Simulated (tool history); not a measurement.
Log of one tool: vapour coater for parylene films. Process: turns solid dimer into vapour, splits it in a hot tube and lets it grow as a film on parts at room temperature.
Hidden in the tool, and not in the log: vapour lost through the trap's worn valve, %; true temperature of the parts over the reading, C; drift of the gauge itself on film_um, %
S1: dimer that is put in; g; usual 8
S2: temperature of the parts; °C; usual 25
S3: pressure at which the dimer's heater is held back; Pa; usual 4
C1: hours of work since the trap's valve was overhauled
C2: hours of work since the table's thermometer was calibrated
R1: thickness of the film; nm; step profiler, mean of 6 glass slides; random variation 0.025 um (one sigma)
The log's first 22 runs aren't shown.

| run | hour | S1 | S2 | S3 | C1 | C2 | R1 |
|---|---|---|---|---|---|---|---|
| 23 | 850.4 | 3 | 23 | 5.76 | 206 | 698 | 1290 |
| 24 | 896.6 | 13 | 32 | 4.28 | 228 | 720 | 4820 |
|  | 920.9 | trap's valve overhauled |
| 25 | 939.3 | 8 | 25 | 11.76 | 9 | 738 | 2790 |
| 26 | 968 | 8 | 25 | 11.76 | 23 | 752 | 2830 |
| 27 | 1024.7 | 8 | 25 | 3.33 | 50 | 779 | 3720 |
| 28 | 1056.4 | 8 | 25 | 3.33 | 65 | 795 | 3660 |
| 29 | 1084.3 | 8 | 25 | 3.33 | 78 | 808 | 3680 |
| 30 | 1112.2 | 8 | 22 | 7.58 | 92 | 821 | 3300 |
| 31 | 1143.3 | 8 | 25 | 4 | 107 | 836 | 3540 |
| 32 | 1195 | 8 | 25 | 4 | 131 | 861 | 3510 |
| 33 | 1222.9 | 8 | 28 | 4 | 145 | 874 | 3310 |
| 34 | 1264 | 8 | 28 | 4 | 165 | 894 | 3310 |
| 35 | 1293 | 8 | 25 | 10.19 | 178 | 908 | 2890 |
| 36 | 1319.4 | 8 | 19 | 8.25 | 191 | 921 | 3500 |
| 37 | 1367.2 | 8 | 19 | 8.25 | 214 | 944 | 3490 |
|  | 1420.9 | trap's valve overhauled |
| 38 | 1420.9 | 8 | 18 | 4 | 0 | 968 | 4190 |
| 39 | 1467 | 5 | 34 | 4 | 22 | 990 | 1780 |

Forecast each of these 5 alternatives for the next run:
| A | 1521.6 | 5 | 22 | 2.44 | 48 | 1016 | ? |
| B | 1521.6 | 8 | 23 | 2.11 | 48 | 1016 | ? |
| C | 1521.6 | 11 | 34 | 4 | 48 | 1016 | ? |
| D | 1521.6 | 5 | 33 | 4.2 | 48 | 1016 | ? |
| E | 1521.6 | 5 | 32 | 2.73 | 48 | 1016 | ? |

| run | R1 |
|---|---|
| A | 2630 |
| B | 4290 |
| C | 3990 |
| D | 1860 |
| E | 2060 |
Without the tool's hidden state the same runs would have given:
| run | R1 |
|---|---|
| A | 2630 |
| B | 4290 |
| C | 4000 |
| D | 1860 |
| E | 2060 |
